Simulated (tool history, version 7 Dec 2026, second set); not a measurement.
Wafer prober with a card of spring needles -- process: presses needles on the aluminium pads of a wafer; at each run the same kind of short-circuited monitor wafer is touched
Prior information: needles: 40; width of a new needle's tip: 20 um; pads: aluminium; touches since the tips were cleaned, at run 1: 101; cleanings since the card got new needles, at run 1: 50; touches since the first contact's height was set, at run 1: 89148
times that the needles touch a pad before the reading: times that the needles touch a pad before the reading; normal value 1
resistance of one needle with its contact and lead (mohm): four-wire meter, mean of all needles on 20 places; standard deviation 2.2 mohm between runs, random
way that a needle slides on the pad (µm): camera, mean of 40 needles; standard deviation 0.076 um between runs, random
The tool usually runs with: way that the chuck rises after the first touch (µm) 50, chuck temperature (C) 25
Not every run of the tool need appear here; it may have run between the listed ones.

| run | hour | way that the chuck rises after the first touch (µm) | chuck temperature (C) | times that the needles touch a pad before the reading | touches since the tips were cleaned | cleanings since the card got new needles | touches since the first contact's height was set | resistance of one needle with its contact and lead (mohm) | way that a needle slides on the pad (µm) |
|---|---|---|---|---|---|---|---|---|---|
| 1 | 0.0 | 50 | 25 | 1 | 101 | 50 | 89148 | 242 | 11.58 |
|  | 13.4 | tips cleaned on abrasive film |
| 2 | 13.6 | 50 | 25 | 1 | 85 | 51 | 95841 | 238 | 11.65 |
|  | 27.8 | tips cleaned on abrasive film |
| 3 | 33.6 | 50 | 61 | 1 | 2850 | 52 | 105675 | 254 | 11.65 |
|  | 42.6 | tips cleaned on abrasive film |
| 4 | 46.1 | 52 | 25 | 1 | 1717 | 53 | 111820 | 240 | 12.10 |
|  | 56.5 | tips cleaned on abrasive film |
| 5 | 59.6 | 49 | 25 | 1 | 1574 | 54 | 118492 | 243 | 11.24 |
|  | 70.1 | tips cleaned on abrasive film |
| 6 | 71.6 | 49 | 39 | 1 | 776 | 55 | 124377 | 248 | 11.30 |
|  | 83.7 | tips cleaned on abrasive film |
| 7 | 91.8 | 49 | 39 | 1 | 4012 | 56 | 134332 | 244 | 11.43 |
|  | 97.4 | tips cleaned on abrasive film |
| 8 | 104.1 | 31 | 39 | 1 | 3322 | 57 | 140375 | 254 | 7.27 |
|  | 111.8 | tips cleaned on abrasive film |
| 9 | 114.9 | 50 | 25 | 1 | 1574 | 58 | 145682 | 243 | 11.71 |
|  | 125.7 | tips cleaned on abrasive film |
| 10 | 130.1 | 50 | 41 | 1 | 2192 | 59 | 153130 | 246 | 11.47 |
|  | 134.6 | height of the first contact set anew |
|  | 141.0 | tips cleaned on abrasive film |
| 11 | 148.6 | 50 | 25 | 3 | 3767 | 60 | 6888 | 243 | 11.63 |
|  | 156.0 | tips cleaned on abrasive film |
| 12 | 159.9 | 50 | 25 | 3 | 1946 | 61 | 12422 | 241 | 11.62 |
|  | 169.5 | tips cleaned on abrasive film |
| 13 | 172.4 | 52 | 25 | 3 | 1438 | 62 | 18582 | 246 | 12.17 |
|  | 183.6 | tips cleaned on abrasive film |
| 14 | 189.9 | 52 | 25 | 3 | 3098 | 63 | 27174 | 239 | 11.88 |
|  | 197.4 | tips cleaned on abrasive film |
| 15 | 199.1 | 64 | 25 | 2 | 844 | 64 | 31699 | 241 | 14.69 |
|  | 211.4 | tips cleaned on abrasive film |
| 16 | 213.2 | 64 | 25 | 2 | 910 | 65 | 38645 | 242 | 14.94 |
| 17 | 221.6 | 64 | 25 | 2 | 5071 | 65 | 42806 | 239 | 14.94 |
|  | 225.6 | tips cleaned on abrasive film |
| 18 | 232.0 | 64 | 25 | 2 | 3200 | 66 | 47898 | 238 | 14.97 |
|  | 240.0 | tips cleaned on abrasive film |
| 19 | 251.6 | 64 | 25 | 2 | 5710 | 67 | 57522 | 241 | 14.91 |

What does the tool deliver on the next run?
|  | 254.7 | tips cleaned on abrasive film |
| 20 | 262.3 | 64 | 25 | 2 | 3793 | 68 | 62802 | ? | ? |

resistance of one needle with its contact and lead (mohm): 240
way that a needle slides on the pad (µm): 14.91
Without the tool's hidden state the same run would have given resistance of one needle with its contact and lead (mohm) 240, way that a needle slides on the pad (µm) 14.92.

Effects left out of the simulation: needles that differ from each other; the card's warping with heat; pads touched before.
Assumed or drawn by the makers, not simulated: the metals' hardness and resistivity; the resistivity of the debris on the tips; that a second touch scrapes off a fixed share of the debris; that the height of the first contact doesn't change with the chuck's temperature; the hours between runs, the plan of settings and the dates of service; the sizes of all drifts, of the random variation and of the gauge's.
